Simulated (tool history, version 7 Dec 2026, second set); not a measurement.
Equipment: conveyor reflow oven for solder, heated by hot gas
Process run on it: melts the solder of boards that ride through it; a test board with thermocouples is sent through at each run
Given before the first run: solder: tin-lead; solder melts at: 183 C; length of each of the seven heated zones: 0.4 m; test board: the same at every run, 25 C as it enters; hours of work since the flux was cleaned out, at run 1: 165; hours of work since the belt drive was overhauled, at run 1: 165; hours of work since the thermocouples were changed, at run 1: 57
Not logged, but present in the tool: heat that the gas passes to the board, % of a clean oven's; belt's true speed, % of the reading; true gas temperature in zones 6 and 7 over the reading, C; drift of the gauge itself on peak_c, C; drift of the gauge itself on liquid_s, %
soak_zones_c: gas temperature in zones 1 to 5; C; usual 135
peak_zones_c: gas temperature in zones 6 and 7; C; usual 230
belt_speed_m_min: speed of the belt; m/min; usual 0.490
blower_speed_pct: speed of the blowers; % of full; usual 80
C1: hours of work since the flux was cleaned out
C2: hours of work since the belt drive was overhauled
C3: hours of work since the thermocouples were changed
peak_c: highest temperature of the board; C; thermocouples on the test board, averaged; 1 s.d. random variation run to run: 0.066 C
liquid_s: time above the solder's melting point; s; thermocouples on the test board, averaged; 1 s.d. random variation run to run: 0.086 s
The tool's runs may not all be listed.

{"run": 1, "hour": 0.0, "soak_zones_c": 135, "peak_zones_c": 230, "belt_speed_m_min": 0.49, "blower_speed_pct": 80, "C1": 165, "C2": 165, "C3": 57, "peak_c": 217.47, "liquid_s": 73.64}
{"run": 2, "hour": 11.8, "soak_zones_c": 135, "peak_zones_c": 226, "belt_speed_m_min": 0.49, "blower_speed_pct": 80, "C1": 172, "C2": 172, "C3": 64, "peak_c": 213.76, "liquid_s": 70.33}
{"run": 3, "hour": 19.0, "soak_zones_c": 135, "peak_zones_c": 226, "belt_speed_m_min": 0.49, "blower_speed_pct": 80, "C1": 177, "C2": 177, "C3": 68, "peak_c": 213.56, "liquid_s": 70.17}
{"run": 4, "hour": 33.2, "soak_zones_c": 135, "peak_zones_c": 245, "belt_speed_m_min": 0.49, "blower_speed_pct": 80, "C1": 185, "C2": 185, "C3": 76, "peak_c": 230.75, "liquid_s": 83.96}
{"run": 5, "hour": 47.7, "soak_zones_c": 135, "peak_zones_c": 245, "belt_speed_m_min": 0.49, "blower_speed_pct": 80, "C1": 194, "C2": 194, "C3": 85, "peak_c": 230.8, "liquid_s": 84.0}
{"run": 6, "hour": 60.3, "soak_zones_c": 135, "peak_zones_c": 245, "belt_speed_m_min": 0.49, "blower_speed_pct": 80, "C1": 201, "C2": 201, "C3": 92, "peak_c": 230.66, "liquid_s": 83.99}
{"run": 7, "hour": 68.2, "soak_zones_c": 135, "peak_zones_c": 245, "belt_speed_m_min": 0.49, "blower_speed_pct": 80, "C1": 206, "C2": 206, "C3": 97, "peak_c": 230.67, "liquid_s": 83.96}
{"run": 8, "hour": 80.2, "soak_zones_c": 135, "peak_zones_c": 245, "belt_speed_m_min": 0.49, "blower_speed_pct": 87, "C1": 213, "C2": 213, "C3": 104, "peak_c": 231.88, "liquid_s": 84.69}
{"hour": 86.0, "done": "flux residue cleaned out of gas plates and filters"}
{"run": 9, "hour": 99.5, "soak_zones_c": 135, "peak_zones_c": 230, "belt_speed_m_min": 0.49, "blower_speed_pct": 56, "C1": 8, "C2": 221, "C3": 113, "peak_c": 211.56, "liquid_s": 65.58}
{"run": 10, "hour": 108.5, "soak_zones_c": 135, "peak_zones_c": 230, "belt_speed_m_min": 0.49, "blower_speed_pct": 56, "C1": 13, "C2": 227, "C3": 118, "peak_c": 211.5, "liquid_s": 65.69}
{"hour": 116.7, "done": "flux residue cleaned out of gas plates and filters, once more"}
{"run": 11, "hour": 128.6, "soak_zones_c": 135, "peak_zones_c": 240, "belt_speed_m_min": 0.49, "blower_speed_pct": 80, "C1": 7, "C2": 236, "C3": 127, "peak_c": 227.08, "liquid_s": 81.64}
{"run": 12, "hour": 143.1, "soak_zones_c": 145, "peak_zones_c": 232, "belt_speed_m_min": 0.458, "blower_speed_pct": 90, "C1": 16, "C2": 244, "C3": 135, "peak_c": 223.79, "liquid_s": 90.34}
{"run": 13, "hour": 156.7, "soak_zones_c": 140, "peak_zones_c": 244, "belt_speed_m_min": 0.458, "blower_speed_pct": 73, "C1": 24, "C2": 252, "C3": 144, "peak_c": 231.88, "liquid_s": 93.06}
{"run": 14, "hour": 164.3, "soak_zones_c": 126, "peak_zones_c": 230, "belt_speed_m_min": 0.407, "blower_speed_pct": 80, "C1": 28, "C2": 257, "C3": 148, "peak_c": 221.44, "liquid_s": 91.52}
{"run": 15, "hour": 176.5, "soak_zones_c": 135, "peak_zones_c": 225, "belt_speed_m_min": 0.49, "blower_speed_pct": 80, "C1": 35, "C2": 264, "C3": 155, "peak_c": 213.33, "liquid_s": 70.35}
{"run": 16, "hour": 185.0, "soak_zones_c": 135, "peak_zones_c": 225, "belt_speed_m_min": 0.49, "blower_speed_pct": 80, "C1": 40, "C2": 269, "C3": 160, "peak_c": 213.24, "liquid_s": 70.31}
{"run": 17, "hour": 191.1, "soak_zones_c": 135, "peak_zones_c": 225, "belt_speed_m_min": 0.49, "blower_speed_pct": 80, "C1": 44, "C2": 273, "C3": 164, "peak_c": 213.41, "liquid_s": 70.38}
{"run": 18, "hour": 204.1, "soak_zones_c": 135, "peak_zones_c": 225, "belt_speed_m_min": 0.49, "blower_speed_pct": 80, "C1": 52, "C2": 280, "C3": 172, "peak_c": 213.38, "liquid_s": 70.24}
{"run": 19, "hour": 212.2, "soak_zones_c": 128, "peak_zones_c": 230, "belt_speed_m_min": 0.49, "blower_speed_pct": 79, "C1": 57, "C2": 285, "C3": 176, "peak_c": 216.71, "liquid_s": 70.5}
{"run": 20, "hour": 221.0, "soak_zones_c": 128, "peak_zones_c": 229, "belt_speed_m_min": 0.49, "blower_speed_pct": 64, "C1": 62, "C2": 290, "C3": 182, "peak_c": 212.77, "liquid_s": 65.29}
{"run": 21, "hour": 229.2, "soak_zones_c": 128, "peak_zones_c": 229, "belt_speed_m_min": 0.507, "blower_speed_pct": 64, "C1": 67, "C2": 295, "C3": 186, "peak_c": 211.64, "liquid_s": 61.44}

Forecast each of these 5 alternatives for the next run:
{"run": "A", "hour": 236.0, "soak_zones_c": 135, "peak_zones_c": 231, "belt_speed_m_min": 0.429, "blower_speed_pct": 51, "C1": 71, "C2": 299, "C3": 190, "peak_c": "?", "liquid_s": "?"}
{"run": "B", "hour": 236.0, "soak_zones_c": 128, "peak_zones_c": 236, "belt_speed_m_min": 0.507, "blower_speed_pct": 71, "C1": 71, "C2": 299, "C3": 190, "peak_c": "?", "liquid_s": "?"}
{"run": "C", "hour": 236.0, "soak_zones_c": 148, "peak_zones_c": 243, "belt_speed_m_min": 0.49, "blower_speed_pct": 64, "C1": 71, "C2": 299, "C3": 190, "peak_c": "?", "liquid_s": "?"}
{"run": "D", "hour": 236.0, "soak_zones_c": 120, "peak_zones_c": 228, "belt_speed_m_min": 0.498, "blower_speed_pct": 64, "C1": 71, "C2": 299, "C3": 190, "peak_c": "?", "liquid_s": "?"}
{"run": "E", "hour": 236.0, "soak_zones_c": 125, "peak_zones_c": 230, "belt_speed_m_min": 0.545, "blower_speed_pct": 80, "C1": 71, "C2": 299, "C3": 190, "peak_c": "?", "liquid_s": "?"}

run=A peak_c=216.43 liquid_s=82.49
run=B peak_c=219.51 liquid_s=69.61
run=C peak_c=228.29 liquid_s=87.96
run=D peak_c=210.07 liquid_s=57.95
run=E peak_c=213.16 liquid_s=58.11
What these runs would have given with no unlogged condition in the tool:
run=A peak_c=216.86 liquid_s=82.61
run=B peak_c=220.04 liquid_s=69.78
run=C peak_c=228.77 liquid_s=87.87
run=D peak_c=210.57 liquid_s=58.33
run=E peak_c=213.72 liquid_s=58.43

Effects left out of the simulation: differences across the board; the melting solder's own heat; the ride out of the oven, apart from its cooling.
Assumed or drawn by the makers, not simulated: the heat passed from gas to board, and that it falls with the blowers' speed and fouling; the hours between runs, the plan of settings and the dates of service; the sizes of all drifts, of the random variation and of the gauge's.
